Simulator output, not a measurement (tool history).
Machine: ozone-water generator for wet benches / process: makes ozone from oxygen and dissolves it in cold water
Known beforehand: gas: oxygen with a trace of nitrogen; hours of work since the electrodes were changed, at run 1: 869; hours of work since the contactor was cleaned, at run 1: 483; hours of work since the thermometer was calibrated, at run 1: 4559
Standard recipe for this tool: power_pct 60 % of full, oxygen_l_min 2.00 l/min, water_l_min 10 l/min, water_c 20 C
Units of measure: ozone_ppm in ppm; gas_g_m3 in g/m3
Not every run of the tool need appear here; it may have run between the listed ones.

run     day  power_pct  oxygen_l_min  water_l_min  water_c  hours of work since the electrodes were changed  hours of work since the contactor was cleaned  hours of work since the thermometer was calibrated  ozone_ppm  gas_g_m3
  1   0.000         60          2.00           10       20                                              869                                            483                                                4559       11.1     138.8
  2   3.017         54          2.00           10       20                                              939                                            553                                                4629        9.9     126.1
  3   5.683         60          2.00           10       20                                             1000                                            614                                                4690       11.2     139.3
  4   9.188         93          2.00           10       20                                             1081                                            695                                                4771       16.1     199.4
  5  12.362         93          2.00           10       20                                             1155                                            769                                                4845       15.8     200.7
  6  15.858         93          1.38           10       20                                             1236                                            850                                                4926       15.6     247.9
  7  19.129         60          2.00           10       20                                             1311                                            926                                                5002       11.0     138.0
  8  22.683         83          2.00           10       20                                             1394                                           1008                                                5084       14.3     181.7
  9  24.604         83          2.00           10       20                                             1438                                           1052                                                5128       14.2     180.0
 10  27.875         60          2.00           10       20                                             1514                                           1128                                                5204       10.9     136.5
 11  31.342         60          2.00           10       21                                             1594                                           1208                                                5284       10.6     136.7
 12  34.058         60          2.00           10       21                                             1657                                           1271                                                5347       10.7     135.7
 13  35.696         60          2.00           10       21                                             1695                                           1309                                                5385       10.5     135.6
     38.992  -- water thermometer calibrated
 14  39.379         60          2.00           10       21                                             1779                                           1394                                                   9       10.7     135.7
 15  42.754         60          2.00           15       21                                             1858                                           1472                                                  87        7.4     135.0
 16  45.925         60          2.00           10       20                                             1931                                           1545                                                 161       10.6     132.7
     46.429  -- contactor cleaned
 17  48.729         57          2.00            6       20                                             1992                                             53                                                 221       14.9     129.1
 18  50.938         45          1.35           11       18                                             2043                                            104                                                 273        7.5     131.5
 19  54.075         49          2.45           14       22                                             2116                                            177                                                 345        6.5     100.3
 20  57.775         49          2.45           14       22                                             2201                                            263                                                 431        6.8     101.2
 21  59.783         75          1.61           10       20                                             2248                                            309                                                 477       12.5     183.5
     61.938  -- contactor cleaned, once more
 22  62.171         75          1.61           10       20                                             2299                                              5                                                 529       12.9     183.9
 23  65.204         75          2.48           10       20                                             2369                                             76                                                 599       13.1     142.5
 24  68.517         75          2.48           10       20                                             2446                                            152                                                 676       13.0     142.6
 25  70.971         83          2.20           14       14                                             2503                                            209                                                 732       11.3     165.2
 26  73.717         83          2.20           14       14                                             2566                                            273                                                 796       11.2     162.7
 27  75.804         83          1.12           10       14                                             2615                                            321                                                 844       14.1     242.2
 28  77.388         83          1.12           10       25                                             2651                                            358                                                 881       12.7     244.3
 29  80.412         83          1.12           10       20                                             2721                                            428                                                 951       13.1     239.9
 30  82.183         88          1.12           12       20                                             2762                                            469                                                 992       11.6     254.1
 31  85.029         50          2.86            8       20                                             2828                                            534                                                1058       10.6      92.7
 32  86.592         50          2.86            8       20                                             2864                                            571                                                1094       10.5      93.1

Take each entry between the runs: how does the hidden state at the last listed run before it differ from the hidden state at the first listed run after it?
Run 13 -> run 14: water thermometer calibrated (day 38.992)
  yield of the discharge, % of new electrodes': 95.6 -> 95.4; contactor's efficiency, % of a clean one's: 96.5 -> 96.3; true water temperature over the reading, C: 0.37 -> 0.01
  the result without the hidden state subtracted from the measured one, ozone_ppm: -0.7 -> -0.7 ppm; gas_g_m3: -5.4 -> -5.6 g/m3
Run 16 -> run 17: contactor cleaned (day 46.429)
  yield of the discharge, % of new electrodes': 95 -> 94.9; contactor's efficiency, % of a clean one's: 96 -> 95.3
  the result without the hidden state subtracted from the measured one, ozone_ppm: -0.7 -> -1.0 ppm; gas_g_m3: -6.0 -> -5.7 g/m3
Run 21 -> run 22: contactor cleaned, once more (day 61.938)
  yield of the discharge, % of new electrodes': 94.3 -> 94.1; contactor's efficiency, % of a clean one's: 94.8 -> 99.6
  the result without the hidden state subtracted from the measured one, ozone_ppm: -1.2 -> -0.9 ppm; gas_g_m3: -11.8 -> -12.0 g/m3
